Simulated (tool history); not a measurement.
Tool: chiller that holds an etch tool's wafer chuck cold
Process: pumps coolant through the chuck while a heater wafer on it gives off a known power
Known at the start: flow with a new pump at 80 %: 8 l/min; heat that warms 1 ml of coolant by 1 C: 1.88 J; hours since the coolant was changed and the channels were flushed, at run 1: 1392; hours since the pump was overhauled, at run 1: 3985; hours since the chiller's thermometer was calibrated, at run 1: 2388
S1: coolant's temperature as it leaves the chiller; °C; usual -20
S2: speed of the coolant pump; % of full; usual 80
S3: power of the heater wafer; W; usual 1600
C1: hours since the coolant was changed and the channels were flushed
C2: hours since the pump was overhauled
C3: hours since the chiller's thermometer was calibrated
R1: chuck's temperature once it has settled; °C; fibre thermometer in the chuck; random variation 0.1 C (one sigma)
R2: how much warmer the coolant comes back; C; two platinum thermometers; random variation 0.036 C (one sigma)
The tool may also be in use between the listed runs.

{"run": 1, "hour": 0.0, "S1": -20, "S2": 80, "S3": 1600, "C1": 1392, "C2": 3985, "C3": 2388, "R1": -6.5, "R2": 6.36}
{"run": 2, "hour": 107.9, "S1": -20, "S2": 80, "S3": 1600, "C1": 1499, "C2": 4093, "C3": 2496, "R1": -6.4, "R2": 6.36}
{"run": 3, "hour": 166.7, "S1": -19, "S2": 80, "S3": 1600, "C1": 1558, "C2": 4151, "C3": 2555, "R1": -5.4, "R2": 6.38}
{"run": 4, "hour": 242.4, "S1": -19, "S2": 80, "S3": 1600, "C1": 1634, "C2": 4227, "C3": 2631, "R1": -5.4, "R2": 6.39}
{"run": 5, "hour": 356.8, "S1": -19, "S2": 80, "S3": 1600, "C1": 1748, "C2": 4342, "C3": 2745, "R1": -5.5, "R2": 6.37}
{"run": 6, "hour": 409.2, "S1": -19, "S2": 80, "S3": 1600, "C1": 1801, "C2": 4394, "C3": 2798, "R1": -5.5, "R2": 6.36}
{"run": 7, "hour": 463.8, "S1": -19, "S2": 80, "S3": 1600, "C1": 1855, "C2": 4449, "C3": 2852, "R1": -5.3, "R2": 6.35}
{"run": 8, "hour": 541.0, "S1": -23, "S2": 80, "S3": 1600, "C1": 1933, "C2": 4526, "C3": 2929, "R1": -9.4, "R2": 6.34}
{"hour": 565.0, "done": "chiller's thermometer calibrated"}
{"run": 9, "hour": 600.0, "S1": -23, "S2": 80, "S3": 1600, "C1": 1991, "C2": 4584, "C3": 35, "R1": -9.4, "R2": 6.32}
{"run": 10, "hour": 697.0, "S1": -20, "S2": 73, "S3": 1600, "C1": 2088, "C2": 4681, "C3": 132, "R1": -5.5, "R2": 7}
{"run": 11, "hour": 789.5, "S1": -20, "S2": 73, "S3": 1600, "C1": 2180, "C2": 4773, "C3": 224, "R1": -5.6, "R2": 7.03}
{"run": 12, "hour": 867.7, "S1": -20, "S2": 73, "S3": 1600, "C1": 2258, "C2": 4851, "C3": 303, "R1": -5.4, "R2": 6.97}
{"run": 13, "hour": 934.4, "S1": -20, "S2": 80, "S3": 1989, "C1": 2325, "C2": 4918, "C3": 369, "R1": -3.2, "R2": 7.93}
{"run": 14, "hour": 1037.2, "S1": -20, "S2": 80, "S3": 1989, "C1": 2428, "C2": 5021, "C3": 472, "R1": -3.1, "R2": 7.91}
{"run": 15, "hour": 1107.6, "S1": -20, "S2": 80, "S3": 1989, "C1": 2498, "C2": 5091, "C3": 543, "R1": -3, "R2": 7.89}
{"run": 16, "hour": 1172.8, "S1": -17, "S2": 64, "S3": 2072, "C1": 2563, "C2": 5156, "C3": 608, "R1": 3.7, "R2": 10.36}
{"run": 17, "hour": 1289.5, "S1": -23, "S2": 66, "S3": 1623, "C1": 2680, "C2": 5273, "C3": 724, "R1": -6.9, "R2": 7.84}
{"run": 18, "hour": 1377.7, "S1": -23, "S2": 66, "S3": 1623, "C1": 2768, "C2": 5361, "C3": 813, "R1": -7, "R2": 7.81}
{"run": 19, "hour": 1495.5, "S1": -27, "S2": 66, "S3": 1067, "C1": 2886, "C2": 5479, "C3": 930, "R1": -16.3, "R2": 5.11}
{"run": 20, "hour": 1592.4, "S1": -28, "S2": 66, "S3": 1613, "C1": 2983, "C2": 5576, "C3": 1027, "R1": -12.1, "R2": 7.72}
{"run": 21, "hour": 1666.7, "S1": -28, "S2": 66, "S3": 1613, "C1": 3057, "C2": 5650, "C3": 1102, "R1": -12.1, "R2": 7.77}
{"run": 22, "hour": 1771.8, "S1": -26, "S2": 66, "S3": 1600, "C1": 3162, "C2": 5756, "C3": 1207, "R1": -10.3, "R2": 7.67}
{"run": 23, "hour": 1844.7, "S1": -26, "S2": 66, "S3": 1600, "C1": 3235, "C2": 5828, "C3": 1280, "R1": -10.3, "R2": 7.69}
{"run": 24, "hour": 1921.9, "S1": -23, "S2": 64, "S3": 1319, "C1": 3312, "C2": 5906, "C3": 1357, "R1": -9.7, "R2": 6.51}
{"run": 25, "hour": 2029.9, "S1": -23, "S2": 64, "S3": 1319, "C1": 3420, "C2": 6014, "C3": 1465, "R1": -9.6, "R2": 6.5}
{"run": 26, "hour": 2101.6, "S1": -23, "S2": 64, "S3": 1319, "C1": 3492, "C2": 6085, "C3": 1537, "R1": -10, "R2": 6.57}
{"run": 27, "hour": 2227.8, "S1": -26, "S2": 80, "S3": 2393, "C1": 3618, "C2": 6212, "C3": 1663, "R1": -5.7, "R2": 9.54}
{"run": 28, "hour": 2333.9, "S1": -20, "S2": 80, "S3": 890, "C1": 3724, "C2": 6318, "C3": 1769, "R1": -12.4, "R2": 3.42}
{"run": 29, "hour": 2437.8, "S1": -20, "S2": 80, "S3": 890, "C1": 3828, "C2": 6422, "C3": 1873, "R1": -12.4, "R2": 3.34}
{"run": 30, "hour": 2558.8, "S1": -15, "S2": 86, "S3": 1600, "C1": 3949, "C2": 6543, "C3": 1994, "R1": -2, "R2": 5.73}

4 ways to go on from here, each from the tool as it stands after run 30. What would each give?
{"run": "A", "hour": 2686.9, "S1": -15, "S2": 79, "S3": 1600, "C1": 4077, "C2": 6671, "C3": 2122, "R1": "?", "R2": "?"}
{"run": "B", "hour": 2686.9, "S1": -15, "S2": 86, "S3": 948, "C1": 4077, "C2": 6671, "C3": 2122, "R1": "?", "R2": "?"}
{"run": "C", "hour": 2686.9, "S1": -20, "S2": 77, "S3": 1600, "C1": 4077, "C2": 6671, "C3": 2122, "R1": "?", "R2": "?"}
{"run": "D", "hour": 2686.9, "S1": -20, "S2": 90, "S3": 1061, "C1": 4077, "C2": 6671, "C3": 2122, "R1": "?", "R2": "?"}

run=A R1=-1.2 R2=6.29
run=B R1=-7.5 R2=3.35
run=C R1=-6 R2=6.51
run=D R1=-11.8 R2=3.55
Without the tool's hidden state the same runs would have given:
run=A R1=-1.2 R2=6.46
run=B R1=-7.5 R2=3.53
run=C R1=-6 R2=6.68
run=D R1=-11.8 R2=3.72

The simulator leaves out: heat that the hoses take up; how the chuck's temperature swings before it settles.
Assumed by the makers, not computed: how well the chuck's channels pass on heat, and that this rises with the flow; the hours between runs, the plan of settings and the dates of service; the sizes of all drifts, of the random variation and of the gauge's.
